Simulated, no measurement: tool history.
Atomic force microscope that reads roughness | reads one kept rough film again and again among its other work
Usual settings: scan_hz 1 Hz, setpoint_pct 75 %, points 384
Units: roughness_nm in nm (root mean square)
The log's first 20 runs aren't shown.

run 21 hour=256.6 | scan_hz=0.87 setpoint_pct=65 points=321 | roughness_nm=0.732
run 22 hour=272.2 | scan_hz=1.53 setpoint_pct=89 points=493 | roughness_nm=0.6
run 23 hour=291.7 | scan_hz=1.26 setpoint_pct=71 points=447 | roughness_nm=0.697
run 24 hour=304.2 | scan_hz=1.26 setpoint_pct=83 points=447 | roughness_nm=0.649
run 25 hour=315.2 | scan_hz=3.8 setpoint_pct=75 points=304 | roughness_nm=0.565
run 26 hour=328.6 | scan_hz=1.69 setpoint_pct=59 points=414 | roughness_nm=0.709
run 27 hour=339.6 | scan_hz=0.79 setpoint_pct=58 points=707 | roughness_nm=0.734
run 28 hour=354.7 | scan_hz=0.5 setpoint_pct=83 points=707 | roughness_nm=0.709
run 29 hour=367.1 | scan_hz=0.5 setpoint_pct=83 points=707 | roughness_nm=0.708
run 30 hour=382.2 | scan_hz=0.5 setpoint_pct=66 points=755 | roughness_nm=0.732
run 31 hour=399.7 | scan_hz=0.5 setpoint_pct=66 points=755 | roughness_nm=0.722
run 32 hour=417.9 | scan_hz=1 setpoint_pct=79 points=384 | roughness_nm=0.674
-- hour=427.7 new tip fitted
run 33 hour=432 | scan_hz=1.19 setpoint_pct=69 points=384 | roughness_nm=0.716
run 34 hour=441.3 | scan_hz=0.65 setpoint_pct=75 points=517 | roughness_nm=0.724
run 35 hour=451.9 | scan_hz=0.71 setpoint_pct=57 points=864 | roughness_nm=0.746

Forecast each of these 3 alternatives for the next run:
run A hour=467.2 | scan_hz=1 setpoint_pct=75 points=885 | roughness_nm=?
run B hour=467.2 | scan_hz=2 setpoint_pct=57 points=864 | roughness_nm=?
run C hour=467.2 | scan_hz=3.7 setpoint_pct=76 points=643 | roughness_nm=?

run=A roughness_nm=0.705
run=B roughness_nm=0.721
run=C roughness_nm=0.571
Without the tool's hidden state the same runs would have given:
run=A roughness_nm=0.712
run=B roughness_nm=0.728
run=C roughness_nm=0.576

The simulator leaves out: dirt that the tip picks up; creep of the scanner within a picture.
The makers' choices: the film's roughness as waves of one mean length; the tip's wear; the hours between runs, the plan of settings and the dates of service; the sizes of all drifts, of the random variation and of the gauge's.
